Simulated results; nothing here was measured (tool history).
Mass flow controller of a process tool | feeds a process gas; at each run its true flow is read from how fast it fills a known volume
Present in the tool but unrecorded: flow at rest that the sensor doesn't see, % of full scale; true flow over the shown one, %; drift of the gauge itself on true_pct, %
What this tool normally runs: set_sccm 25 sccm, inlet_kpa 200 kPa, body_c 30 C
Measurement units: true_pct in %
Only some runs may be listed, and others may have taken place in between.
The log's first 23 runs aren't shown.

run,hour,set_sccm,inlet_kpa,body_c,hours of work since the controller was set to zero,hours of work since the controller was changed,true_pct
24,1275.9,25,200,22,1950,1950,100.56
25,1338.2,25,141,23,1996,1996,100.51
26,1418.7,25,222,31,2057,2057,101.67
27,1488,30,279,32,2109,2109,102.33
28,1548.7,23,200,31,2154,2154,101.81
29,1592.6,17,200,31,2187,2187,101.64
30,1669.7,12,200,21,2245,2245,100.72
31,1727.2,28,174,35,2288,2288,102.29
32,1776,29,166,29,2325,2325,101.81
33,1834.7,26,200,30,2369,2369,102.09
34,1878.6,16,200,30,2402,2402,101.75
35,1950.4,14,200,27,2456,2456,101.67
36,2006.5,12,167,39,2498,2498,102.56
37,2068.2,7,229,22,2545,2545,101.2
38,2118.8,6,204,31,2583,2583,102.08
39,2186.3,6,204,31,2633,2633,102.11
40,2240.5,6,204,31,2674,2674,102.09
41,2303.9,16,158,31,2722,2722,102.29
42,2352.6,16,158,31,2758,2758,102.42
# hour 2386.3: gauge calibrated
43,2430.8,6,158,34,2817,2817,99.57
44,2473.6,6,158,34,2849,2849,99.51
45,2518.2,31,275,25,2883,2883,99.98
46,2562.8,31,275,25,2916,2916,100.18
47,2638.1,31,241,32,2973,2973,100.64
48,2697.9,34,241,23,3018,3018,100.04

Each row is a separate what-if for the run after 48, all from the same tool condition, not one after another. Results?
A,2772.9,11,220,34,3074,3074,?
B,2772.9,9,160,24,3074,3074,?
C,2772.9,34,241,30,3074,3074,?
D,2772.9,20,200,29,3074,3074,?

run,true_pct
A,100.47
B,99.1
C,100.64
D,100.13
With the hidden condition removed and each run's random variation left untouched, the same runs would have given:
run,true_pct
A,100.01
B,98.64
C,100.16
D,99.66
